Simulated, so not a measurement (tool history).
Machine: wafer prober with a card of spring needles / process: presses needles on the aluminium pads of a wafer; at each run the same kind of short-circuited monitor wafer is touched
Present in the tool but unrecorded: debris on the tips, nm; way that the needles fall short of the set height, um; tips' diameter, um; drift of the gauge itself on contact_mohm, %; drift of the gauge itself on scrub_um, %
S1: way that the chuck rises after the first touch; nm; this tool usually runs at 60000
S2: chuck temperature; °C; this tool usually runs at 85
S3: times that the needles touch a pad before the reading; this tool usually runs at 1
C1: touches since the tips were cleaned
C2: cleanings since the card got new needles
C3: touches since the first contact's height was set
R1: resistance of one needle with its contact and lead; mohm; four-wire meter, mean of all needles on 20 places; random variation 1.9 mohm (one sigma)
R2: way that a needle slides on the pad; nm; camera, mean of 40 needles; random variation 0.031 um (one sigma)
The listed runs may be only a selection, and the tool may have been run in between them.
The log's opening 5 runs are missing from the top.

run,hour,S1,S2,S3,C1,C2,C3,R1,R2
# hour 97.0: tips cleaned on abrasive film
6,109.6,60000,85,1,3577,13,98472,227,15510
# hour 122.8: tips cleaned on abrasive film
7,131.2,60000,85,1,2379,14,104544,227,15580
# hour 148.3: tips cleaned on abrasive film
8,163.2,60000,85,1,4194,15,113536,226,15520
# hour 174.6: tips cleaned on abrasive film
9,195.1,60000,85,1,5808,16,122530,232,15520
# hour 202.1: tips cleaned on abrasive film
10,223.9,60000,85,1,6136,17,130620,233,15490
# hour 229.6: tips cleaned on abrasive film
11,238.4,60000,85,1,2496,18,134699,222,15470
12,253.3,64000,85,1,6697,18,138900,230,16510
# hour 255.9: tips cleaned on abrasive film
13,276.8,69000,85,1,5904,19,145508,228,17860
# hour 282.7: tips cleaned on abrasive film
14,299.0,69000,30,1,4586,20,151748,215,17800
# hour 309.1: tips cleaned on abrasive film
15,316.6,60000,85,1,2103,21,156695,219,15460
# hour 335.9: tips cleaned on abrasive film
16,345.5,60000,85,1,2731,22,164849,223,15440
# hour 362.7: tips cleaned on abrasive film
17,378.7,60000,85,1,4497,23,174172,229,15430
# hour 389.4: tips cleaned on abrasive film
18,413.5,43000,116,1,6807,24,183977,256,10930
# hour 416.9: tips cleaned on abrasive film
# hour 443.7: tips cleaned on abrasive film
19,445.6,43000,116,1,543,26,193007,224,10910
# hour 469.3: tips cleaned on abrasive film
20,473.4,60000,49,3,1152,27,200813,199,15360
21,489.7,61000,33,2,5770,27,205431,206,15630
# hour 494.9: tips cleaned on abrasive film
22,516.4,59000,75,1,6083,28,212945,226,15090
# hour 521.2: tips cleaned on abrasive film
23,538.6,62000,74,1,4924,29,219185,224,15850
# hour 547.6: tips cleaned on abrasive film
24,561.8,50000,39,2,4006,30,225710,214,12730
# hour 574.5: tips cleaned on abrasive film
25,582.6,60000,68,2,2279,31,231538,210,15340
# hour 602.0: tips cleaned on abrasive film
26,611.0,60000,68,2,2533,32,239538,209,15310

What will run 27 give?
# hour 613.3: height of the first contact set anew
# hour 629.3: tips cleaned on abrasive film
27,644.3,55000,52,2,4226,33,8722,?,?

R1: 210 mohm
R2: 14450 nm
With the hidden condition absent and the run-to-run variation left alone, this run would have shown R1 196 mohm, R2 14470 nm.
